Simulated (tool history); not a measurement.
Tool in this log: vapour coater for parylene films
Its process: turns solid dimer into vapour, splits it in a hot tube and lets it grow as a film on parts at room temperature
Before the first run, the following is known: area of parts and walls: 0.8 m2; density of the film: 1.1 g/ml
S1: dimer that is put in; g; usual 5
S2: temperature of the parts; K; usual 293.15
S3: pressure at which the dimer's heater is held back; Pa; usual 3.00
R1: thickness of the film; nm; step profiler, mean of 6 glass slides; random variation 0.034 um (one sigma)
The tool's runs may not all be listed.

run,hour,S1,S2,S3,R1
1,0.0,5,293.15,3.00,3320
2,44.5,5,293.15,3.00,3230
3,88.7,3,293.15,3.00,1930
4,118.8,3,293.15,3.00,1910
5,153.7,3,293.15,3.00,1900
# hour 171.6: trap's valve overhauled
6,220.7,3,293.15,3.00,2100
7,276.7,3,293.15,3.00,2070
8,304.0,3,293.15,3.00,2050
9,343.6,4,299.15,5.27,2130
10,394.7,3,293.15,7.78,1880
11,436.6,3,293.15,7.78,1830
12,465.9,5,293.15,2.36,3310
13,509.2,5,291.15,8.04,3170

What if the next run were any one of these 3? Each begins from the tool's condition after run 13:
A,559.0,8,300.15,8.04,?
B,559.0,5,292.15,8.10,?
C,559.0,9,293.15,9.08,?

run,R1
A,3740
B,3060
C,5210
Without the tool's hidden state the same runs would have given:
run,R1
A,4140
B,3390
C,5770
